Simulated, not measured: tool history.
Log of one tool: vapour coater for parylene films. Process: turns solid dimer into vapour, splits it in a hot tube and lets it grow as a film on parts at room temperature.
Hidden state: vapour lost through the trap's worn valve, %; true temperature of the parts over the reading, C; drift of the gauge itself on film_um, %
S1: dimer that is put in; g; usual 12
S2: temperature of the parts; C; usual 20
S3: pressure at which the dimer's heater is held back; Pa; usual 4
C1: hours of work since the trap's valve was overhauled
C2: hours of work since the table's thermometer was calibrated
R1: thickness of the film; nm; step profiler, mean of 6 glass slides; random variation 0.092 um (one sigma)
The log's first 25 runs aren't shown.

run,day,S1,S2,S3,C1,C2,R1
26,14.696,6,20,11.69,204,488,4980
27,15.317,6,20,11.69,213,497,4960
28,15.908,15,27,2.71,221,505,12870
29,16.592,12,18,4,231,514,11690
30,16.938,12,28,4,235,519,9700
31,17.392,7,20,5.7,242,525,6290
32,18.042,7,13,8.43,251,535,6830
33,18.683,8,20,3.48,260,543,7560
34,19.146,12,13,2.08,266,550,13400
35,19.554,6,20,8.23,272,556,5140
36,20.088,6,20,8.23,279,563,5120

3 ways to go on from here, each from the tool as it stands after run 36. What would each give?
A,20.517,5,31,2.13,285,569,?
B,20.517,16,20,8.23,285,569,?
C,20.517,6,20,9.96,285,569,?

run,R1
A,4090
B,13700
C,5010
Without the tool's hidden state the same runs would have given:
run,R1
A,4090
B,13720
C,5020
